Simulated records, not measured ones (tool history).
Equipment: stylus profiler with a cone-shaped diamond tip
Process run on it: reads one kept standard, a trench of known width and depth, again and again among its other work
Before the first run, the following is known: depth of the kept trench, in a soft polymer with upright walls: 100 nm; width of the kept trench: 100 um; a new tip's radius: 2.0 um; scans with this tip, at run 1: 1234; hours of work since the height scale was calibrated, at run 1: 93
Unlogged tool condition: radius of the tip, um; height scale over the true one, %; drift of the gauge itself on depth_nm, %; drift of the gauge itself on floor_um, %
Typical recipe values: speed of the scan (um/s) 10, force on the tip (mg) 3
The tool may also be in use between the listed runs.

run,hour,speed of the scan (um/s),force on the tip (mg),scans with this tip,hours of work since the height scale was calibrated,depth of the trench (Å),width of the trench's floor (um)
1,0,10,3,1234,93,1014,98.62
2,12.8,10,3,1361,103,1014.2,98.63
3,26.9,10,3,1501,113,1014.3,98.64
4,36.7,10,3,1598,120,1014.3,98.62
5,43.8,10,1.04,1668,126,1007,98.6
6,58.4,10,1.04,1813,137,1007.3,98.64
# hour 60.2: height scale calibrated on a step standard
7,66.5,10,1.04,1888,5,1007.4,98.62
8,76,10,2.07,1983,12,1011.4,98.61
9,92.9,10,2.07,2151,24,1011.4,98.62
10,107.5,19,8.75,2295,35,1029.4,98.63
11,120.7,7,4.38,2426,45,1018.8,98.64
12,135.3,7,4.38,2571,56,1018.7,98.66
13,143.2,3,2.71,2649,62,1013.6,98.64
# hour 145.9: height scale calibrated on a step standard, once more
14,151.4,9,1.06,2725,4,1006.9,98.61
15,161.8,4,7.33,2829,12,1025.2,98.68
16,179.2,9,3.43,3001,25,1015.2,98.64
17,190.4,5,3.41,3112,33,1015.1,98.7

Below are 3 alternative next runs, each starting from the tool's condition after run 17. Predict each:
A,202.8,12,3,3235,43,?,?
B,202.8,12,2.33,3235,43,?,?
C,202.8,10,5.13,3235,43,?,?

run,depth of the trench (Å),width of the trench's floor (um)
A,1013.8,98.65
B,1011.8,98.58
C,1020.3,98.6
Take away the tool's hidden state, keep each run's random variation, and the runs would have read:
run,depth of the trench (Å),width of the trench's floor (um)
A,1013.9,98.74
B,1011.9,98.67
C,1020.4,98.69
